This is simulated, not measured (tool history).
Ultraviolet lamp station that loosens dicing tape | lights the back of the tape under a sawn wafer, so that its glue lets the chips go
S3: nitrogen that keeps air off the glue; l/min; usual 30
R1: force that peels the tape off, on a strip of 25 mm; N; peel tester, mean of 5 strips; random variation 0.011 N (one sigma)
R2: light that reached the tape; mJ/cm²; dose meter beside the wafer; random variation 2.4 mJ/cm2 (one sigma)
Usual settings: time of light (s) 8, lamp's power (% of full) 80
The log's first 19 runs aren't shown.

{"run": 20, "day": 42.954, "time of light (s)": 8, "lamp's power (% of full)": 80, "S3": 46, "R1": 0.368, "R2": 257}
{"day": 43.217, "done": "window cleaned of glue's vapour"}
{"run": 21, "day": 45.575, "time of light (s)": 8, "lamp's power (% of full)": 80, "S3": 13, "R1": 0.787, "R2": 254}
{"run": 22, "day": 48.658, "time of light (s)": 10, "lamp's power (% of full)": 80, "S3": 13, "R1": 0.524, "R2": 319}
{"run": 23, "day": 51.188, "time of light (s)": 10, "lamp's power (% of full)": 80, "S3": 13, "R1": 0.529, "R2": 320}
{"run": 24, "day": 52.65, "time of light (s)": 4, "lamp's power (% of full)": 62, "S3": 13, "R1": 2.372, "R2": 99}
{"run": 25, "day": 55.408, "time of light (s)": 4, "lamp's power (% of full)": 62, "S3": 13, "R1": 2.3, "R2": 98}
{"run": 26, "day": 58.571, "time of light (s)": 8, "lamp's power (% of full)": 80, "S3": 41, "R1": 0.401, "R2": 260}
{"run": 27, "day": 60.25, "time of light (s)": 8, "lamp's power (% of full)": 62, "S3": 45, "R1": 0.59, "R2": 203}
{"run": 28, "day": 63.317, "time of light (s)": 8, "lamp's power (% of full)": 87, "S3": 36, "R1": 0.376, "R2": 280}
{"run": 29, "day": 65.125, "time of light (s)": 8, "lamp's power (% of full)": 87, "S3": 29, "R1": 0.409, "R2": 279}
{"run": 30, "day": 66.633, "time of light (s)": 8, "lamp's power (% of full)": 87, "S3": 29, "R1": 0.416, "R2": 276}
{"run": 31, "day": 68.962, "time of light (s)": 8, "lamp's power (% of full)": 87, "S3": 29, "R1": 0.41, "R2": 283}
{"day": 69.2, "done": "lamp changed"}
{"run": 32, "day": 70.958, "time of light (s)": 8, "lamp's power (% of full)": 87, "S3": 29, "R1": 0.411, "R2": 282}
{"day": 73.342, "done": "window cleaned of glue's vapour"}
{"run": 33, "day": 74.083, "time of light (s)": 8, "lamp's power (% of full)": 87, "S3": 29, "R1": 0.404, "R2": 281}
{"run": 34, "day": 76.0, "time of light (s)": 8, "lamp's power (% of full)": 80, "S3": 12, "R1": 0.814, "R2": 257}
{"run": 35, "day": 78.717, "time of light (s)": 5, "lamp's power (% of full)": 80, "S3": 12, "R1": 1.602, "R2": 162}

3 ways to go on from here, each from the tool as it stands after run 35. What would each give?
{"run": "A", "day": 80.754, "time of light (s)": 13, "lamp's power (% of full)": 80, "S3": 13, "R1": "?", "R2": "?"}
{"run": "B", "day": 80.754, "time of light (s)": 14, "lamp's power (% of full)": 60, "S3": 12, "R1": "?", "R2": "?"}
{"run": "C", "day": 80.754, "time of light (s)": 7, "lamp's power (% of full)": 64, "S3": 23, "R1": "?", "R2": "?"}

run=A R1=0.337 R2=419
run=B R1=0.508 R2=338
run=C R1=0.951 R2=180
Without the tool's hidden state the same runs would have given:
run=A R1=0.337 R2=419
run=B R1=0.507 R2=338
run=C R1=0.95 R2=180
